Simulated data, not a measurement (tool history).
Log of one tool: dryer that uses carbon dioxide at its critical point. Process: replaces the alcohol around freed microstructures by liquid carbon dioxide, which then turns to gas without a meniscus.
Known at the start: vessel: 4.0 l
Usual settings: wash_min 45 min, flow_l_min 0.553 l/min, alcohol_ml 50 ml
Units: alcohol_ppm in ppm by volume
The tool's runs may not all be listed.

run   hour  wash_min  flow_l_min  alcohol_ml  alcohol_ppm
  1    0.0        45       0.553          50          120
  2   13.2        45       0.553          50          128
  3   22.6        45       0.553          42          111
  4   29.9        45       0.553          42          105
  5   41.3        45       0.553          42          105
  6   53.7        45       0.553          50          121
  7   64.0        42       0.553          50          172
  8   73.4        42       0.553          50          174
  9   84.9        42       0.553          50          172
 10   98.2        45       0.553          50          128
 11  111.3        45       0.553          50          133
 12  123.6        45       0.553          50          132
 13  133.8        45       0.553          50          132
 14  140.9        45       0.553          50          136
 15  149.4        45       0.699          50           51
 16  162.0        45       0.699          50           52
 17  174.1        45       0.699          50           45
 18  180.2        45       0.553          50          139
 19  186.4        68       0.553          50           17
 20  192.6        45       0.553          50          141
 21  201.5        45       0.553          50          135
 22  210.9        45       0.553          50          139
 23  218.5        45       0.553          50          152
 24  225.6        55       0.553          50           63
 25  236.9        60       0.414          40          119
 26  250.2        45       0.642          41           69
 27  256.9        45       0.657          35           55
 28  270.1        45       0.813         104           49
 29  276.0        45       0.553          52          152
 30  283.5        32       0.514          48          583
 31  290.0        32       0.469          52          845
 32  301.1        65       0.762          80           23
 33  314.4        45       0.472          50          266
 34  323.4        53       0.472          92          256
 35  332.5        66       0.570          36           41
 36  338.7        66       0.769          36           17
 37  349.3        45       0.509         115          452
 38  356.2        37       0.553          50          314
 39  362.2        54       0.553          50           80
 40  370.2        54       0.553          50           73
 41  376.0        60       0.458          24           69
 42  387.4        30       0.919          80          157
 43  394.4        42       0.574          83          276
 44  401.9        42       0.574          83          278
 45  412.2        45       0.817          50           45
 46  420.2        62       0.451          28           63
 47  426.5        29       0.683          50          372
 48  433.9        29       0.683          50          372

Hidden state or all else? Some run-to-run changes of alcohol_ppm, split into what the settings, what came in and random variation would give without the hidden state, and what is left for the hidden state (with any gauge scatter that isn't in both results):
The hidden state here: flow that reaches the vessel past the clogged filter, %; alcohol in the recycled carbon dioxide, ppm; drift of the gauge itself on alcohol_ppm, %.
Run 29 -> 30: wash_min 45 -> 32, flow_l_min 0.553 -> 0.514, alcohol_ml 52 -> 48. alcohol_ppm +431 ppm by volume: hidden state +111, all else +320.
Run 31 -> 32: wash_min 32 -> 65, flow_l_min 0.469 -> 0.762, alcohol_ml 52 -> 80. alcohol_ppm -822 ppm by volume: hidden state -229, all else -593.
Run 36 -> 37: wash_min 66 -> 45, flow_l_min 0.769 -> 0.509, alcohol_ml 36 -> 115. alcohol_ppm +435 ppm by volume: hidden state +176, all else +259.
Run 46 -> 47: wash_min 62 -> 29, flow_l_min 0.451 -> 0.683, alcohol_ml 28 -> 50. alcohol_ppm +309 ppm by volume: hidden state +113, all else +196.
